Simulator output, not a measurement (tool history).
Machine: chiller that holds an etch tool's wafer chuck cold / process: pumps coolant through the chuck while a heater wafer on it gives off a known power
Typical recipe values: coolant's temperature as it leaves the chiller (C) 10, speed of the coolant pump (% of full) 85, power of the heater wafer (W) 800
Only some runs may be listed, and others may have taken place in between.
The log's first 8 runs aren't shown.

| run | hour | coolant's temperature as it leaves the chiller (C) | speed of the coolant pump (% of full) | power of the heater wafer (W) | chuck's temperature once it has settled (C) | how much warmer the coolant comes back (C) |
|---|---|---|---|---|---|---|
| 9 | 1024.2 | 10 | 85 | 1187 | 19.5 | 4.77 |
| 10 | 1106.1 | 10 | 85 | 1187 | 19.5 | 4.81 |
| 11 | 1214.8 | 10 | 85 | 800 | 16.4 | 3.21 |
| 12 | 1356.2 | 10 | 85 | 800 | 16.2 | 3.22 |
| 13 | 1503.4 | 0 | 85 | 800 | 6.5 | 3.21 |
| 14 | 1610.9 | 10 | 85 | 800 | 16.4 | 3.20 |
| 15 | 1677.3 | 10 | 85 | 800 | 16.5 | 3.19 |
| 16 | 1831.5 | 10 | 85 | 800 | 16.3 | 3.21 |
|  | 1932.1 | chiller's thermometer calibrated |
| 17 | 1932.1 | 17 | 85 | 412 | 20.5 | 1.61 |
| 18 | 2053.2 | 15 | 85 | 659 | 20.4 | 2.58 |
| 19 | 2166.5 | 15 | 85 | 659 | 20.2 | 2.65 |
| 20 | 2271.8 | 6 | 79 | 770 | 12.7 | 3.35 |
|  | 2328.3 | coolant pump overhauled |
| 21 | 2384.5 | 16 | 79 | 770 | 22.5 | 3.29 |
| 22 | 2514.5 | 2 | 81 | 800 | 8.8 | 3.31 |
| 23 | 2655.4 | 2 | 64 | 800 | 9.8 | 4.16 |
| 24 | 2751.4 | 2 | 64 | 800 | 9.8 | 4.18 |
| 25 | 2899.0 | 16 | 69 | 631 | 22.0 | 3.03 |

Expected results for the next run?
| 26 | 3026.8 | 16 | 69 | 753 | ? | ? |

{"run 26": {"chuck's temperature once it has settled (C)": 23.1, "how much warmer the coolant comes back (C)": 3.72}}
With no hidden state in the tool, this same run would have given chuck's temperature once it has settled (C) 23.0, how much warmer the coolant comes back (C) 3.71.
